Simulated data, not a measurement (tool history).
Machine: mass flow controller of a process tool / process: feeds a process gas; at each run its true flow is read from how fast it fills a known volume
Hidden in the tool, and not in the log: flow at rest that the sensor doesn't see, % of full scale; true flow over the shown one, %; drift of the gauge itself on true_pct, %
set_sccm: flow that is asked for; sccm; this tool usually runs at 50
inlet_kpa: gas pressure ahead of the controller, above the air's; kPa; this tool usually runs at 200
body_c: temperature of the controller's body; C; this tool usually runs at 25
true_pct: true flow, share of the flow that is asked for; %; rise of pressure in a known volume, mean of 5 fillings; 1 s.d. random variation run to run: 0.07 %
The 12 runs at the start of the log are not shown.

run     hour  set_sccm  inlet_kpa  body_c  hours of work since the controller was set to zero  hours of work since the controller was changed  true_pct
 13   3899.3        50        200      35                                                3950                                            3950    103.06
 14     4092        50        200      35                                                4039                                            4039    103.02
 15   4276.6        50        200      35                                                4124                                            4124    103.11
 16   4475.8        50        200      25                                                4216                                            4216     101.9
 17   4897.5        50        200      25                                                4411                                            4411    102.18
 18   5162.4        50        200      25                                                4533                                            4533    102.16
      5460.6  -- controller's zero set anew
 19   5512.6        11        190      24                                                  24                                            4695     99.87
 20   5812.1        22        200      23                                                 162                                            4833    100.15
 21   6046.3        73        188      25                                                 270                                            4941    101.68
 22   6309.4        50        155      25                                                 392                                            5062     101.4
 23   6736.4        50        155      25                                                 589                                            5260    101.43
 24     7123        36        159      33                                                 768                                            5438    102.31
 25     7482        50        200      21                                                 933                                            5604    100.93
 26   7847.5        33        147      24                                                1102                                            5773    101.65
 27   8136.1        46        241      24                                                1235                                            5906    101.12
 28   8416.8        81        200      25                                                1365                                            6035    102.36
 29   8718.7        81        269      25                                                1504                                            6175    101.74
 30     9047        44        208      25                                                1656                                            6326    101.79
 31   9289.2        50        261      25                                                1768                                            6438    101.45
 32   9587.4        50        261      25                                                1905                                            6576    101.65
 33   9966.9        50        261      25                                                2081                                            6751    101.64
 34  10172.1        74        200      25                                                2175                                            6846     102.7
 35  10394.3        98        158      25                                                2278                                            6948    103.51
 36  10651.2        25        165      38                                                2397                                            7067    104.49

Below are 3 alternative next runs, each starting from the tool's condition after run 36. Predict each:
  A  10947.2        50        187      38                                                2533                                            7204         ?
  B  10947.2        12        162      22                                                2533                                            7204         ?
  C  10947.2        22        279      25                                                2533                                            7204         ?

run  true_pct
  A     104.2
  B    104.06
  C    102.23
The same runs, with their run-to-run variation unchanged, on a tool lacking any hidden condition would have given:
run  true_pct
  A    100.49
  B     97.73
  C     97.47
